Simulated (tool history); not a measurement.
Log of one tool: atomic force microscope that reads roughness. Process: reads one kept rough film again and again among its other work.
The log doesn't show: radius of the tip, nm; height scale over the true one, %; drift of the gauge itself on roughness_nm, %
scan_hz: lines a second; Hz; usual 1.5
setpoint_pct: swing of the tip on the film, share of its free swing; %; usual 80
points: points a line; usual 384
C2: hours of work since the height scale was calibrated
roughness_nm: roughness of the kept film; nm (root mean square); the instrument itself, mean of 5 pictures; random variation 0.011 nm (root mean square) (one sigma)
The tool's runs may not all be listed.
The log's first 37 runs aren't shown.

Run 38, day 12.746: usual settings but scan_hz 0.88 Hz, points 266; pictures with this tip 133; C2 375. Result: roughness_nm 1.604 nm (root mean square).
At day 13.096: new tip fitted.
Run 39, day 13.112: usual settings but scan_hz 0.56 Hz, setpoint_pct 88 %, points 312; pictures with this tip 1; C2 381. Result: roughness_nm 2.759 nm (root mean square).
Run 40, day 13.475: usual settings but scan_hz 1.17 Hz, setpoint_pct 62 %, points 312; pictures with this tip 16; C2 387. Result: roughness_nm 2.657 nm (root mean square).
Run 41, day 13.758: usual settings but scan_hz 1.17 Hz, setpoint_pct 62 %, points 312; pictures with this tip 28; C2 392. Result: roughness_nm 2.497 nm (root mean square).
Run 42, day 14.104: usual settings but scan_hz 1.17 Hz, setpoint_pct 62 %, points 312; pictures with this tip 43; C2 397. Result: roughness_nm 2.344 nm (root mean square).
Run 43, day 14.325: usual settings but scan_hz 1.17 Hz, setpoint_pct 62 %, points 312; pictures with this tip 52; C2 401. Result: roughness_nm 2.265 nm (root mean square).
Run 44, day 14.725: usual settings but points 289; pictures with this tip 69; C2 408. Result: roughness_nm 1.929 nm (root mean square).
Run 45, day 15.183: usual settings but scan_hz 3.42 Hz, setpoint_pct 74 %, points 392; pictures with this tip 89; C2 415. Result: roughness_nm 1.677 nm (root mean square).
Run 46, day 15.558: usual settings but scan_hz 3.42 Hz, setpoint_pct 74 %, points 392; pictures with this tip 105; C2 422. Result: roughness_nm 1.587 nm (root mean square).
Run 47, day 15.921: usual settings but setpoint_pct 69 %, points 463; pictures with this tip 120; C2 428. Result: roughness_nm 1.719 nm (root mean square).
Run 48, day 16.342: usual settings but setpoint_pct 69 %, points 463; pictures with this tip 138; C2 434. Result: roughness_nm 1.647 nm (root mean square).
At day 16.558: new tip fitted.
Run 49, day 16.7: usual settings but scan_hz 0.53 Hz, setpoint_pct 88 %, points 875; pictures with this tip 6; C2 440. Result: roughness_nm 2.753 nm (root mean square).
Run 50, day 16.979: usual settings but scan_hz 0.53 Hz, setpoint_pct 88 %, points 875; pictures with this tip 18; C2 445. Result: roughness_nm 2.609 nm (root mean square).
Run 51, day 17.338: usual settings but scan_hz 1 Hz, setpoint_pct 85 %, points 875; pictures with this tip 33; C2 451. Result: roughness_nm 2.308 nm (root mean square).
Run 52, day 17.712: usual settings but scan_hz 3 Hz, setpoint_pct 59 %, points 342; pictures with this tip 49; C2 457. Result: roughness_nm 2.201 nm (root mean square).

Forecast each of these 4 alternatives for the next run:
Run A, day 18.108: usual settings but scan_hz 3.87 Hz, setpoint_pct 66 %; pictures with this tip 66; C2 463. Result: roughness_nm ?.
Run B, day 18.108: usual settings but scan_hz 2.13 Hz, setpoint_pct 79 %, points 439; pictures with this tip 66; C2 463. Result: roughness_nm ?.
Run C, day 18.108: usual settings but scan_hz 1.76 Hz, setpoint_pct 56 %, points 479; pictures with this tip 66; C2 463. Result: roughness_nm ?.
Run D, day 18.108: usual settings but scan_hz 0.53 Hz, setpoint_pct 78 %, points 922; pictures with this tip 66; C2 463. Result: roughness_nm ?.

run  roughness_nm
  A         1.901
  B         1.884
  C         2.147
  D         2.162
Without the tool's hidden state the same runs would have given:
run  roughness_nm
  A         2.552
  B          2.53
  C         2.884
  D         2.901

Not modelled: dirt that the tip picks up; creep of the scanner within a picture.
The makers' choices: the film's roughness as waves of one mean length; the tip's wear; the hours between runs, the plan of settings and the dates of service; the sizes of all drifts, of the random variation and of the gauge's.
